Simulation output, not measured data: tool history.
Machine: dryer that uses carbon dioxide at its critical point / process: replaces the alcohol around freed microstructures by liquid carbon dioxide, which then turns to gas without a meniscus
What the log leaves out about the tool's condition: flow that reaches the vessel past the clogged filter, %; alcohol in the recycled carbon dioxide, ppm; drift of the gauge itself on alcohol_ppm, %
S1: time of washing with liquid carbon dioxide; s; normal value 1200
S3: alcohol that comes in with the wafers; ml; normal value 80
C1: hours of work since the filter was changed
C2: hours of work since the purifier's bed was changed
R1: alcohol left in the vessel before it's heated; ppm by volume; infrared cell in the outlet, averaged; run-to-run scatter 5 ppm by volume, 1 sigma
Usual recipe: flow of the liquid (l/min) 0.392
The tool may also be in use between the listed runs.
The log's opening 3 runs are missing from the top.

{"run": 4, "hour": 26.8, "S1": 1200, "flow of the liquid (l/min)": 0.564, "S3": 80, "C1": 525, "C2": 128, "R1": 35}
{"run": 5, "hour": 37.9, "S1": 1200, "flow of the liquid (l/min)": 0.564, "S3": 80, "C1": 530, "C2": 133, "R1": 43}
{"run": 6, "hour": 47.7, "S1": 1200, "flow of the liquid (l/min)": 0.564, "S3": 80, "C1": 535, "C2": 138, "R1": 51}
{"hour": 52.2, "done": "inlet filter changed"}
{"run": 7, "hour": 60.1, "S1": 1200, "flow of the liquid (l/min)": 0.277, "S3": 80, "C1": 4, "C2": 143, "R1": 445}
{"run": 8, "hour": 65.2, "S1": 1200, "flow of the liquid (l/min)": 0.392, "S3": 80, "C1": 6, "C2": 145, "R1": 72}
{"run": 9, "hour": 73.4, "S1": 1320, "flow of the liquid (l/min)": 0.392, "S3": 80, "C1": 10, "C2": 149, "R1": 67}
{"run": 10, "hour": 85.1, "S1": 1200, "flow of the liquid (l/min)": 0.386, "S3": 80, "C1": 15, "C2": 154, "R1": 88}
{"run": 11, "hour": 91.5, "S1": 1200, "flow of the liquid (l/min)": 0.386, "S3": 80, "C1": 18, "C2": 157, "R1": 93}
{"run": 12, "hour": 98.4, "S1": 1200, "flow of the liquid (l/min)": 0.386, "S3": 80, "C1": 21, "C2": 160, "R1": 85}
{"run": 13, "hour": 103.5, "S1": 1200, "flow of the liquid (l/min)": 0.386, "S3": 80, "C1": 23, "C2": 162, "R1": 84}
{"run": 14, "hour": 113.5, "S1": 1200, "flow of the liquid (l/min)": 0.386, "S3": 80, "C1": 28, "C2": 167, "R1": 94}
{"run": 15, "hour": 119.5, "S1": 1200, "flow of the liquid (l/min)": 0.386, "S3": 80, "C1": 30, "C2": 169, "R1": 89}
{"run": 16, "hour": 131.0, "S1": 1200, "flow of the liquid (l/min)": 0.392, "S3": 48, "C1": 35, "C2": 175, "R1": 74}
{"run": 17, "hour": 140.6, "S1": 1200, "flow of the liquid (l/min)": 0.392, "S3": 48, "C1": 40, "C2": 179, "R1": 80}
{"run": 18, "hour": 150.4, "S1": 1200, "flow of the liquid (l/min)": 0.392, "S3": 48, "C1": 44, "C2": 183, "R1": 75}
{"run": 19, "hour": 162.8, "S1": 900, "flow of the liquid (l/min)": 0.392, "S3": 80, "C1": 50, "C2": 189, "R1": 316}
{"run": 20, "hour": 169.1, "S1": 900, "flow of the liquid (l/min)": 0.392, "S3": 80, "C1": 53, "C2": 192, "R1": 319}
{"run": 21, "hour": 181.5, "S1": 900, "flow of the liquid (l/min)": 0.392, "S3": 80, "C1": 58, "C2": 197, "R1": 323}
{"run": 22, "hour": 188.5, "S1": 1380, "flow of the liquid (l/min)": 0.392, "S3": 92, "C1": 61, "C2": 200, "R1": 75}

Estimate the outcome of run 23 from the log above:
{"run": 23, "hour": 199.8, "S1": 1260, "flow of the liquid (l/min)": 0.24, "S3": 64, "C1": 66, "C2": 206, "R1": "?"}

{"run 23": {"R1": 637}}
With the hidden condition absent and the run-to-run variation left alone, this run would have shown R1 547 ppm by volume.
